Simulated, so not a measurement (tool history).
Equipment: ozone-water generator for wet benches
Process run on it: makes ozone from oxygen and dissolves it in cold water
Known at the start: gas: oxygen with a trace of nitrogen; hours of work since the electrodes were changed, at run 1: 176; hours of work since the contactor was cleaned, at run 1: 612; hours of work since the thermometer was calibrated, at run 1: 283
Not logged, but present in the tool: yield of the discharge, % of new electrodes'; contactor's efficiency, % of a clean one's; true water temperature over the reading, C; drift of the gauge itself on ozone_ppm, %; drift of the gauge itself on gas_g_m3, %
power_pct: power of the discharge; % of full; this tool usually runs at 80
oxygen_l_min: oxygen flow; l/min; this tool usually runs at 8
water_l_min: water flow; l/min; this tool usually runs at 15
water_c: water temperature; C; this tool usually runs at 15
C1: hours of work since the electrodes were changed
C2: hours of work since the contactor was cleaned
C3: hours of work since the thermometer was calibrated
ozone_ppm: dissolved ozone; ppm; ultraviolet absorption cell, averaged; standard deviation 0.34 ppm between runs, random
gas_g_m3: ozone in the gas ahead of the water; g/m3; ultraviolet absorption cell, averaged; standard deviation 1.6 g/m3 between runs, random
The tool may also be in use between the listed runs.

Run 1, hour 0: usual settings; C1 176; C2 612; C3 283. Result: ozone_ppm 53.5 ppm, gas_g_m3 294.9 g/m3.
Run 2, hour 24.5: usual settings; C1 194; C2 630; C3 301. Result: ozone_ppm 54 ppm, gas_g_m3 297.1 g/m3.
Run 3, hour 52.6: usual settings but water_c 17 C; C1 216; C2 652; C3 322. Result: ozone_ppm 51.2 ppm, gas_g_m3 297.8 g/m3.
Run 4, hour 69.1: usual settings but power_pct 55 % of full; C1 228; C2 664; C3 335. Result: ozone_ppm 41.6 ppm, gas_g_m3 230.3 g/m3.
Run 5, hour 92.6: usual settings; C1 246; C2 682; C3 353. Result: ozone_ppm 53 ppm, gas_g_m3 291.3 g/m3.
Run 6, hour 131.1: usual settings; C1 275; C2 711; C3 382. Result: ozone_ppm 53 ppm, gas_g_m3 292.8 g/m3.
Run 7, hour 161.6: usual settings; C1 298; C2 734; C3 405. Result: ozone_ppm 53.2 ppm, gas_g_m3 293.5 g/m3.
Run 8, hour 195.1: usual settings but water_c 9 C; C1 324; C2 760; C3 430. Result: ozone_ppm 60 ppm, gas_g_m3 293.3 g/m3.
Run 9, hour 219.9: usual settings but water_c 9 C; C1 342; C2 778; C3 449. Result: ozone_ppm 58.6 ppm, gas_g_m3 292 g/m3.
Run 10, hour 258.9: usual settings but water_c 9 C; C1 372; C2 808; C3 479. Result: ozone_ppm 59.1 ppm, gas_g_m3 290.8 g/m3.
Run 11, hour 287.2: usual settings but power_pct 67 % of full, water_c 9 C; C1 393; C2 829; C3 500. Result: ozone_ppm 52.3 ppm, gas_g_m3 260.9 g/m3.
Run 12, hour 326.7: usual settings but water_l_min 17 l/min; C1 423; C2 859; C3 530. Result: ozone_ppm 49.1 ppm, gas_g_m3 289.8 g/m3.
Run 13, hour 353.9: usual settings but water_l_min 17 l/min; C1 444; C2 880; C3 551. Result: ozone_ppm 48.7 ppm, gas_g_m3 289.7 g/m3.
Run 14, hour 379.1: usual settings but water_l_min 17 l/min; C1 463; C2 899; C3 570. Result: ozone_ppm 48 ppm, gas_g_m3 292.8 g/m3.
Run 15, hour 413.1: usual settings but water_l_min 10 l/min; C1 489; C2 925; C3 596. Result: ozone_ppm 63.9 ppm, gas_g_m3 291.6 g/m3.
Run 16, hour 433.2: usual settings but water_l_min 10 l/min, water_c 21 C; C1 504; C2 940; C3 611. Result: ozone_ppm 56.1 ppm, gas_g_m3 291.1 g/m3.
Run 17, hour 452: usual settings but water_l_min 10 l/min, water_c 21 C; C1 518; C2 954; C3 625. Result: ozone_ppm 55.7 ppm, gas_g_m3 290.4 g/m3.
Run 18, hour 473: usual settings but power_pct 45 % of full, water_l_min 10 l/min, water_c 21 C; C1 534; C2 970; C3 641. Result: ozone_ppm 38 ppm, gas_g_m3 199.1 g/m3.
Run 19, hour 503.4: usual settings but power_pct 45 % of full, oxygen_l_min 9.95 l/min, water_l_min 12 l/min, water_c 21 C; C1 557; C2 993; C3 664. Result: ozone_ppm 34.8 ppm, gas_g_m3 185.1 g/m3.
Run 20, hour 541.6: usual settings but water_l_min 12 l/min, water_c 12 C; C1 586; C2 1022; C3 693. Result: ozone_ppm 62.3 ppm, gas_g_m3 288.1 g/m3.
Run 21, hour 570.8: usual settings but power_pct 62 % of full, oxygen_l_min 11.64 l/min, water_l_min 16 l/min, water_c 19 C; C1 608; C2 1044; C3 715. Result: ozone_ppm 38.9 ppm, gas_g_m3 216.9 g/m3.
At hour 578.2: contactor cleaned.
Run 22, hour 595.7: usual settings but power_pct 62 % of full, oxygen_l_min 7.96 l/min, water_l_min 16 l/min, water_c 8 C; C1 624; C2 13; C3 731. Result: ozone_ppm 47.4 ppm, gas_g_m3 246.2 g/m3.
Run 23, hour 628.4: usual settings but power_pct 62 % of full, oxygen_l_min 7.96 l/min, water_l_min 16 l/min, water_c 8 C; C1 649; C2 38; C3 756. Result: ozone_ppm 47.5 ppm, gas_g_m3 245.5 g/m3.
Run 24, hour 655.5: usual settings but oxygen_l_min 8.04 l/min, water_l_min 14 l/min; C1 670; C2 59; C3 776. Result: ozone_ppm 52.8 ppm, gas_g_m3 289 g/m3.
Run 25, hour 692.2: usual settings but oxygen_l_min 8.04 l/min, water_l_min 14 l/min; C1 697; C2 86; C3 804. Result: ozone_ppm 53 ppm, gas_g_m3 289.5 g/m3.
Run 26, hour 729.8: usual settings but power_pct 52 % of full, oxygen_l_min 8.04 l/min, water_l_min 23 l/min; C1 726; C2 115; C3 833. Result: ozone_ppm 28.9 ppm, gas_g_m3 215.9 g/m3.
Run 27, hour 770.2: usual settings but oxygen_l_min 8.88 l/min; C1 757; C2 145; C3 863. Result: ozone_ppm 51.3 ppm, gas_g_m3 278.1 g/m3.
At hour 787.3: contactor cleaned, once more.
Run 28, hour 800.5: usual settings but oxygen_l_min 7.47 l/min; C1 776; C2 10; C3 883. Result: ozone_ppm 51.6 ppm, gas_g_m3 292 g/m3.
Run 29, hour 820.6: usual settings but oxygen_l_min 7.47 l/min; C1 792; C2 25; C3 898. Result: ozone_ppm 51.9 ppm, gas_g_m3 293.7 g/m3.
Run 30, hour 840.4: usual settings but water_l_min 22 l/min, water_c 16 C; C1 807; C2 40; C3 913. Result: ozone_ppm 40.3 ppm, gas_g_m3 288.1 g/m3.
Run 31, hour 860.4: usual settings but power_pct 97 % of full, oxygen_l_min 4.03 l/min, water_l_min 14 l/min, water_c 8 C; C1 822; C2 55; C3 929. Result: ozone_ppm 62 ppm, gas_g_m3 412.9 g/m3.
Run 32, hour 876.6: usual settings but oxygen_l_min 4.91 l/min, water_l_min 19 l/min, water_c 8 C; C1 834; C2 68; C3 941. Result: ozone_ppm 45.2 ppm, gas_g_m3 337.8 g/m3.
Run 33, hour 904.6: usual settings but oxygen_l_min 4.91 l/min, water_l_min 19 l/min, water_c 8 C; C1 855; C2 89; C3 962. Result: ozone_ppm 45.3 ppm, gas_g_m3 337.8 g/m3.

Below are 4 alternative next runs, each starting from the tool's condition after run 33. Predict each:
Run A, hour 941.8: usual settings but power_pct 68 % of full, oxygen_l_min 4.91 l/min, water_l_min 21 l/min, water_c 14 C; C1 884; C2 117; C3 990. Result: ozone_ppm ?, gas_g_m3 ?.
Run B, hour 941.8: usual settings but power_pct 60 % of full, water_l_min 18 l/min, water_c 7 C; C1 884; C2 117; C3 990. Result: ozone_ppm ?, gas_g_m3 ?.
Run C, hour 941.8: usual settings but oxygen_l_min 4.91 l/min, water_l_min 19 l/min, water_c 12 C; C1 884; C2 117; C3 990. Result: ozone_ppm ?, gas_g_m3 ?.
Run D, hour 941.8: usual settings but water_l_min 12 l/min; C1 884; C2 117; C3 990. Result: ozone_ppm ?, gas_g_m3 ?.

run  ozone_ppm  gas_g_m3
  A       34.9     302.6
  B       43.4     237.7
  C         43     339.5
  D       58.3     286.1
The same runs, with their run-to-run variation unchanged, on a tool lacking any hidden condition would have given:
run  ozone_ppm  gas_g_m3
  A       36.9     317.5
  B       45.6     248.4
  C       45.6       358
  D       61.8     301.7
